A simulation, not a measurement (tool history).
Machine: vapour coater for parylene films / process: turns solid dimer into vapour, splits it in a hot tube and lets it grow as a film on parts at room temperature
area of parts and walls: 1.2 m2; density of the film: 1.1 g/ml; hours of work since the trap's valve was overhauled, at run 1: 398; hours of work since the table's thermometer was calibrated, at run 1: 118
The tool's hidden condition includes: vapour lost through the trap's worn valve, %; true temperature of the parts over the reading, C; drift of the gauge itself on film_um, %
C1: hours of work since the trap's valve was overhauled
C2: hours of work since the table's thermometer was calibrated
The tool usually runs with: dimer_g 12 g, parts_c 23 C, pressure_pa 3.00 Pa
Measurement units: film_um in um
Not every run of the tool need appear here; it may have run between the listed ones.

{"run": 1, "hour": 0.0, "dimer_g": 12, "parts_c": 23, "pressure_pa": 3.0, "C1": 398, "C2": 118, "film_um": 7.69}
{"run": 2, "hour": 18.2, "dimer_g": 12, "parts_c": 23, "pressure_pa": 3.0, "C1": 408, "C2": 128, "film_um": 7.84}
{"run": 3, "hour": 30.8, "dimer_g": 12, "parts_c": 23, "pressure_pa": 3.0, "C1": 415, "C2": 134, "film_um": 7.72}
{"run": 4, "hour": 47.8, "dimer_g": 12, "parts_c": 23, "pressure_pa": 3.0, "C1": 424, "C2": 144, "film_um": 7.78}
{"run": 5, "hour": 56.3, "dimer_g": 12, "parts_c": 23, "pressure_pa": 3.0, "C1": 429, "C2": 148, "film_um": 7.72}
{"run": 6, "hour": 71.0, "dimer_g": 7, "parts_c": 23, "pressure_pa": 3.0, "C1": 437, "C2": 156, "film_um": 4.52}
{"run": 7, "hour": 82.9, "dimer_g": 17, "parts_c": 23, "pressure_pa": 3.0, "C1": 443, "C2": 163, "film_um": 11.04}
{"run": 8, "hour": 101.0, "dimer_g": 17, "parts_c": 23, "pressure_pa": 3.0, "C1": 453, "C2": 173, "film_um": 11.16}
{"run": 9, "hour": 111.5, "dimer_g": 17, "parts_c": 23, "pressure_pa": 3.0, "C1": 459, "C2": 178, "film_um": 10.97}
{"run": 10, "hour": 127.0, "dimer_g": 17, "parts_c": 23, "pressure_pa": 3.0, "C1": 468, "C2": 187, "film_um": 10.98}
{"run": 11, "hour": 135.6, "dimer_g": 12, "parts_c": 27, "pressure_pa": 3.0, "C1": 472, "C2": 192, "film_um": 6.55}
{"run": 12, "hour": 145.1, "dimer_g": 12, "parts_c": 21, "pressure_pa": 7.41, "C1": 477, "C2": 197, "film_um": 7.14}
{"run": 13, "hour": 162.3, "dimer_g": 7, "parts_c": 21, "pressure_pa": 11.65, "C1": 487, "C2": 206, "film_um": 3.84}

Forecast run 14:
{"run": 14, "hour": 170.6, "dimer_g": 7, "parts_c": 21, "pressure_pa": 11.65, "C1": 491, "C2": 211, "film_um": "?"}

Run 14 gave film_um 3.83 um.
Without the tool's hidden state the same run would have given film_um 3.78 um.
